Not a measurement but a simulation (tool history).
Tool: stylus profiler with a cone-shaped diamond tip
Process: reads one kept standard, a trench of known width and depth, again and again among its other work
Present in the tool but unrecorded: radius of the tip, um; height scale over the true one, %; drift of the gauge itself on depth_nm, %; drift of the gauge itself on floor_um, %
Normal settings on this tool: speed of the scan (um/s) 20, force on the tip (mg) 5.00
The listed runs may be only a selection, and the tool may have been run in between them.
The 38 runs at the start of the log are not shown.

| run | hour | speed of the scan (um/s) | force on the tip (mg) | scans with this tip | hours of work since the height scale was calibrated | depth of the trench (Å) | width of the trench's floor (um) |
|---|---|---|---|---|---|---|---|
| 39 | 3316.6 | 6 | 3.56 | 14434 | 1767 | 1015.2 | 48.17 |
| 40 | 3395.0 | 6 | 3.56 | 14947 | 1830 | 1015.2 | 48.10 |
| 41 | 3486.8 | 6 | 3.56 | 15545 | 1904 | 1015.0 | 48.06 |
| 42 | 3592.3 | 21 | 14.82 | 16234 | 1988 | 1043.3 | 48.09 |
| 43 | 3700.9 | 46 | 4.08 | 16943 | 2075 | 1016.7 | 48.02 |
|  | 3727.9 | height scale calibrated on a step standard |
| 44 | 3787.1 | 40 | 1.69 | 17503 | 47 | 1010.6 | 47.97 |
| 45 | 3870.4 | 18 | 9.89 | 18047 | 114 | 1035.4 | 48.01 |
| 46 | 3954.6 | 33 | 3.49 | 18596 | 181 | 1017.5 | 47.95 |

Below are 3 alternative next runs, each starting from the tool's condition after run 46. Predict each:
| A | 4055.3 | 72 | 10.51 | 19254 | 262 | ? | ? |
| B | 4055.3 | 20 | 3.49 | 19254 | 262 | ? | ? |
| C | 4055.3 | 21 | 5.00 | 19254 | 262 | ? | ? |

| run | depth of the trench (Å) | width of the trench's floor (um) |
|---|---|---|
| A | 1036.7 | 47.93 |
| B | 1017.1 | 47.96 |
| C | 1022.4 | 48.02 |
What these runs would have given with no unlogged condition in the tool:
| run | depth of the trench (Å) | width of the trench's floor (um) |
|---|---|---|
| A | 1037.3 | 48.51 |
| B | 1017.7 | 48.54 |
| C | 1023.0 | 48.60 |
